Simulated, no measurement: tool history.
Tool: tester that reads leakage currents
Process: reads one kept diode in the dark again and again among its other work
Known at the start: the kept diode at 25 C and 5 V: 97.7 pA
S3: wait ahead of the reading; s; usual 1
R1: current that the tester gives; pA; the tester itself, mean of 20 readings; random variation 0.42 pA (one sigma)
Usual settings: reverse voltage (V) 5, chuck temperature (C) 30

Run 1, hour 0: usual settings. Result: R1 152.1 pA.
Run 2, hour 91.6: usual settings. Result: R1 154.03 pA.
Run 3, hour 193.5: usual settings but reverse voltage (V) 18.15. Result: R1 298.08 pA.
Run 4, hour 299.5: usual settings but reverse voltage (V) 18.15. Result: R1 302.83 pA.
Run 5, hour 383.3: usual settings but reverse voltage (V) 18.15. Result: R1 304.61 pA.
Run 6, hour 510.4: usual settings but reverse voltage (V) 18.15. Result: R1 310.53 pA.
At hour 540.7: chuck's temperature calibrated.
Run 7, hour 597.7: usual settings but reverse voltage (V) 18.15. Result: R1 290.7 pA.
Run 8, hour 685.1: usual settings but reverse voltage (V) 18.15. Result: R1 293.44 pA.
Run 9, hour 752: usual settings but reverse voltage (V) 18.15. Result: R1 297.65 pA.
Run 10, hour 853.4: usual settings but reverse voltage (V) 18.15. Result: R1 301.52 pA.
Run 11, hour 966.6: usual settings but reverse voltage (V) 18.15. Result: R1 306.28 pA.
Run 12, hour 1056.6: usual settings but reverse voltage (V) 18.15. Result: R1 309.15 pA.
At hour 1090.7: probe card cleaned and baked.
Run 13, hour 1180.5: usual settings but reverse voltage (V) 1.01, chuck temperature (C) 33, S3 0.82 s. Result: R1 83.57 pA.
Run 14, hour 1253.9: usual settings but reverse voltage (V) 3.59, S3 0.3 s. Result: R1 127.85 pA.
Run 15, hour 1309.7: usual settings but reverse voltage (V) 3.59, S3 0.3 s. Result: R1 128.81 pA.
Run 16, hour 1400.7: usual settings but reverse voltage (V) 9.03, chuck temperature (C) 37, S3 2.25 s. Result: R1 322.95 pA.
Run 17, hour 1484.4: usual settings but reverse voltage (V) 3.11, chuck temperature (C) 41, S3 7.19 s. Result: R1 251.68 pA.
Run 18, hour 1548.3: usual settings but reverse voltage (V) 16.8, chuck temperature (C) 43, S3 8.21 s. Result: R1 650.97 pA.
Run 19, hour 1665.1: usual settings but reverse voltage (V) 16.8, chuck temperature (C) 43, S3 8.21 s. Result: R1 661.49 pA.
Run 20, hour 1788.3: usual settings but reverse voltage (V) 1.29, chuck temperature (C) 35. Result: R1 112.86 pA.
Run 21, hour 1843.1: usual settings but reverse voltage (V) 1.29, chuck temperature (C) 35. Result: R1 113.7 pA.
Run 22, hour 1928.1: usual settings but reverse voltage (V) 1.29, chuck temperature (C) 35. Result: R1 113.87 pA.
Run 23, hour 1992.7: usual settings but chuck temperature (C) 45. Result: R1 422.53 pA.
Run 24, hour 2103.7: usual settings but chuck temperature (C) 23, S3 4.5 s. Result: R1 101.8 pA.

Hidden state or all else? Some run-to-run changes of R1, split into what the settings, what came in and random variation would give without the hidden state, and what is left for the hidden state (with any gauge scatter that isn't in both results):
The hidden state here: stray current of the dirty probe card, pA a volt; current scale over the true one, %; true chuck temperature over the reading, C; drift of the gauge itself on leakage_pa, %.
Run 12 -> 13: reverse voltage (V) 18.15 -> 1.01, chuck temperature (C) 30 -> 33, S3 1 -> 0.82, probe card cleaned and baked. R1 -225.58 pA: hidden state -42.31, all else -183.27.
Run 17 -> 18: reverse voltage (V) 3.11 -> 16.8, chuck temperature (C) 41 -> 43, S3 7.19 -> 8.21. R1 +399.29 pA: hidden state +35.61, all else +363.68.
Run 19 -> 20: reverse voltage (V) 16.8 -> 1.29, chuck temperature (C) 43 -> 35, S3 8.21 -> 1. R1 -548.63 pA: hidden state -50.07, all else -498.56.

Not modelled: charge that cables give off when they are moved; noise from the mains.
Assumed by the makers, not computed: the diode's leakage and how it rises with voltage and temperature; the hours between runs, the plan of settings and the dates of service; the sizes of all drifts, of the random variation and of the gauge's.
